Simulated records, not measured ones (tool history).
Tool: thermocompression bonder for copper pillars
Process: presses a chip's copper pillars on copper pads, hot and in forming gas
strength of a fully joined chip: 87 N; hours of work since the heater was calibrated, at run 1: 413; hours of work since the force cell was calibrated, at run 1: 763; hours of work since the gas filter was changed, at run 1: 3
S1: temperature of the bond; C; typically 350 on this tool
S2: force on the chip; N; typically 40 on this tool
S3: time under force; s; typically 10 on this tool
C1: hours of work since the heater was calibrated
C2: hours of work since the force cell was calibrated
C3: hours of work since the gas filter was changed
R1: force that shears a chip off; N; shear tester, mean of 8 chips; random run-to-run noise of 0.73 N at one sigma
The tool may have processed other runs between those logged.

run	hour	S1	S2	S3	C1	C2	C3	R1
1	0.0	350	40	10	413	763	3	53.6
2	31.9	350	40	10	427	777	18	56.0
3	53.9	350	58	10	437	787	27	69.8
4	93.7	350	41	10	454	805	45	53.1
5	116.6	350	41	10	465	815	55	53.7
6	142.0	350	40	10	476	826	66	52.4
7	175.4	350	44	10	491	841	81	56.0
8	200.8	350	40	28	502	852	92	67.5
9	244.8	350	40	28	521	872	112	66.2
10	279.1	350	49	28	536	887	127	71.3
11	322.8	350	49	28	556	906	146	69.0
12	346.5	350	40	10	566	917	157	49.6
# hour 354.9: forming gas filter changed
13	385.2	350	40	10	583	933	13	53.9
14	403.1	350	40	10	591	941	21	55.0
15	444.4	350	40	10	609	960	40	51.8
16	486.9	350	40	10	628	978	58	50.8
17	504.9	350	40	10	636	986	66	52.0
18	539.1	350	40	10	651	1002	82	50.9
19	571.4	339	40	10	666	1016	96	46.6
20	610.4	339	40	10	683	1033	113	44.7
21	630.2	339	40	10	692	1042	122	45.2
22	674.5	376	43	5	711	1061	141	54.8
# hour 715.8: forming gas filter changed
23	715.8	376	46	10	729	1080	0	72.6
24	736.7	376	46	10	739	1089	9	72.2

Run 25 is up next; what results do you expect?
25	758.4	337	40	12	748	1098	19	?

Run 25 measured R1 48.5 N.
Take away the tool's hidden state, keep the run-to-run variation as it was, and the same run would have given R1 48.7 N.
